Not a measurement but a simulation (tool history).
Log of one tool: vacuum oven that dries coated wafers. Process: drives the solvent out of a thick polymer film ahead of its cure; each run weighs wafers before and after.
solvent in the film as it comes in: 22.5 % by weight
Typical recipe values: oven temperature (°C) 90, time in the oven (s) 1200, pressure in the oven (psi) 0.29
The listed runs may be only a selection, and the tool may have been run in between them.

run 1 day=0 | oven_temperature_(°C)=90 time_in_the_oven_(s)=1200 pressure_in_the_oven_(psi)=0.29 | solvent_left_in_the_film_(%)=3.09
run 2 day=0.671 | oven_temperature_(°C)=90 time_in_the_oven_(s)=1200 pressure_in_the_oven_(psi)=0.29 | solvent_left_in_the_film_(%)=3.05
run 3 day=1.288 | oven_temperature_(°C)=90 time_in_the_oven_(s)=1200 pressure_in_the_oven_(psi)=0.29 | solvent_left_in_the_film_(%)=2.99
run 4 day=2.125 | oven_temperature_(°C)=90 time_in_the_oven_(s)=1200 pressure_in_the_oven_(psi)=0.277 | solvent_left_in_the_film_(%)=3.05
run 5 day=3 | oven_temperature_(°C)=93 time_in_the_oven_(s)=1200 pressure_in_the_oven_(psi)=0.29 | solvent_left_in_the_film_(%)=2.29
run 6 day=3.612 | oven_temperature_(°C)=93 time_in_the_oven_(s)=1200 pressure_in_the_oven_(psi)=0.29 | solvent_left_in_the_film_(%)=2.29
run 7 day=4.362 | oven_temperature_(°C)=93 time_in_the_oven_(s)=1200 pressure_in_the_oven_(psi)=0.29 | solvent_left_in_the_film_(%)=2.28
run 8 day=5.192 | oven_temperature_(°C)=90 time_in_the_oven_(s)=1200 pressure_in_the_oven_(psi)=0.29 | solvent_left_in_the_film_(%)=2.98
run 9 day=5.979 | oven_temperature_(°C)=90 time_in_the_oven_(s)=1200 pressure_in_the_oven_(psi)=0.29 | solvent_left_in_the_film_(%)=3.07
run 10 day=6.629 | oven_temperature_(°C)=90 time_in_the_oven_(s)=1200 pressure_in_the_oven_(psi)=0.29 | solvent_left_in_the_film_(%)=3.02
run 11 day=7.45 | oven_temperature_(°C)=90 time_in_the_oven_(s)=1200 pressure_in_the_oven_(psi)=0.29 | solvent_left_in_the_film_(%)=2.98
run 12 day=8.121 | oven_temperature_(°C)=90 time_in_the_oven_(s)=1200 pressure_in_the_oven_(psi)=0.167 | solvent_left_in_the_film_(%)=2.56
run 13 day=8.942 | oven_temperature_(°C)=90 time_in_the_oven_(s)=780 pressure_in_the_oven_(psi)=0.29 | solvent_left_in_the_film_(%)=5.34
run 14 day=9.492 | oven_temperature_(°C)=90 time_in_the_oven_(s)=1740 pressure_in_the_oven_(psi)=0.29 | solvent_left_in_the_film_(%)=1.8
run 15 day=9.917 | oven_temperature_(°C)=90 time_in_the_oven_(s)=1740 pressure_in_the_oven_(psi)=0.463 | solvent_left_in_the_film_(%)=2.53
run 16 day=10.704 | oven_temperature_(°C)=90 time_in_the_oven_(s)=1740 pressure_in_the_oven_(psi)=0.463 | solvent_left_in_the_film_(%)=2.42
run 17 day=11.317 | oven_temperature_(°C)=90 time_in_the_oven_(s)=1740 pressure_in_the_oven_(psi)=0.463 | solvent_left_in_the_film_(%)=2.53
run 18 day=12.1 | oven_temperature_(°C)=90 time_in_the_oven_(s)=1740 pressure_in_the_oven_(psi)=0.463 | solvent_left_in_the_film_(%)=2.52
run 19 day=12.679 | oven_temperature_(°C)=90 time_in_the_oven_(s)=1740 pressure_in_the_oven_(psi)=0.463 | solvent_left_in_the_film_(%)=2.5
run 20 day=13.242 | oven_temperature_(°C)=90 time_in_the_oven_(s)=1200 pressure_in_the_oven_(psi)=0.29 | solvent_left_in_the_film_(%)=3.07
run 21 day=13.7 | oven_temperature_(°C)=90 time_in_the_oven_(s)=1200 pressure_in_the_oven_(psi)=0.29 | solvent_left_in_the_film_(%)=3.02
run 22 day=14.538 | oven_temperature_(°C)=84 time_in_the_oven_(s)=780 pressure_in_the_oven_(psi)=0.29 | solvent_left_in_the_film_(%)=7.67
run 23 day=15.217 | oven_temperature_(°C)=80 time_in_the_oven_(s)=900 pressure_in_the_oven_(psi)=0.29 | solvent_left_in_the_film_(%)=8.15
run 24 day=16.1 | oven_temperature_(°C)=79 time_in_the_oven_(s)=660 pressure_in_the_oven_(psi)=0.29 | solvent_left_in_the_film_(%)=10.45
run 25 day=16.571 | oven_temperature_(°C)=85 time_in_the_oven_(s)=1200 pressure_in_the_oven_(psi)=0.209 | solvent_left_in_the_film_(%)=4.41
run 26 day=17.062 | oven_temperature_(°C)=85 time_in_the_oven_(s)=1200 pressure_in_the_oven_(psi)=0.209 | solvent_left_in_the_film_(%)=4.44
run 27 day=17.45 | oven_temperature_(°C)=87 time_in_the_oven_(s)=1200 pressure_in_the_oven_(psi)=0.29 | solvent_left_in_the_film_(%)=3.9
run 28 day=17.825 | oven_temperature_(°C)=87 time_in_the_oven_(s)=1200 pressure_in_the_oven_(psi)=0.29 | solvent_left_in_the_film_(%)=3.9
run 29 day=18.675 | oven_temperature_(°C)=87 time_in_the_oven_(s)=1200 pressure_in_the_oven_(psi)=0.29 | solvent_left_in_the_film_(%)=3.88
run 30 day=19.467 | oven_temperature_(°C)=87 time_in_the_oven_(s)=1200 pressure_in_the_oven_(psi)=0.29 | solvent_left_in_the_film_(%)=4.05
run 31 day=20.138 | oven_temperature_(°C)=93 time_in_the_oven_(s)=1620 pressure_in_the_oven_(psi)=0.455 | solvent_left_in_the_film_(%)=2.08
run 32 day=20.575 | oven_temperature_(°C)=93 time_in_the_oven_(s)=1620 pressure_in_the_oven_(psi)=0.455 | solvent_left_in_the_film_(%)=2.2
run 33 day=21.158 | oven_temperature_(°C)=87 time_in_the_oven_(s)=1800 pressure_in_the_oven_(psi)=0.27 | solvent_left_in_the_film_(%)=2.25
run 34 day=21.879 | oven_temperature_(°C)=82 time_in_the_oven_(s)=1440 pressure_in_the_oven_(psi)=0.645 | solvent_left_in_the_film_(%)=6.29
run 35 day=22.292 | oven_temperature_(°C)=91 time_in_the_oven_(s)=1080 pressure_in_the_oven_(psi)=0.255 | solvent_left_in_the_film_(%)=3.16
run 36 day=22.696 | oven_temperature_(°C)=91 time_in_the_oven_(s)=1080 pressure_in_the_oven_(psi)=0.255 | solvent_left_in_the_film_(%)=3.24
run 37 day=23.167 | oven_temperature_(°C)=80 time_in_the_oven_(s)=1080 pressure_in_the_oven_(psi)=0.255 | solvent_left_in_the_film_(%)=6.95
run 38 day=23.567 | oven_temperature_(°C)=90 time_in_the_oven_(s)=1080 pressure_in_the_oven_(psi)=0.29 | solvent_left_in_the_film_(%)=3.69
run 39 day=24.375 | oven_temperature_(°C)=90 time_in_the_oven_(s)=1080 pressure_in_the_oven_(psi)=0.29 | solvent_left_in_the_film_(%)=3.66

3 ways to go on from here, each from the tool as it stands after run 39. What would each give?
run A day=24.983 | oven_temperature_(°C)=82 time_in_the_oven_(s)=660 pressure_in_the_oven_(psi)=0.232 | solvent_left_in_the_film_(%)=?
run B day=24.983 | oven_temperature_(°C)=98 time_in_the_oven_(s)=1140 pressure_in_the_oven_(psi)=0.628 | solvent_left_in_the_film_(%)=?
run C day=24.983 | oven_temperature_(°C)=92 time_in_the_oven_(s)=1080 pressure_in_the_oven_(psi)=0.154 | solvent_left_in_the_film_(%)=?

run=A solvent_left_in_the_film_(%)=9.27
run=B solvent_left_in_the_film_(%)=2.48
run=C solvent_left_in_the_film_(%)=2.59
Take away the tool's hidden state, keep each run's random variation, and the runs would have read:
run=A solvent_left_in_the_film_(%)=8.9
run=B solvent_left_in_the_film_(%)=2.28
run=C solvent_left_in_the_film_(%)=2.33
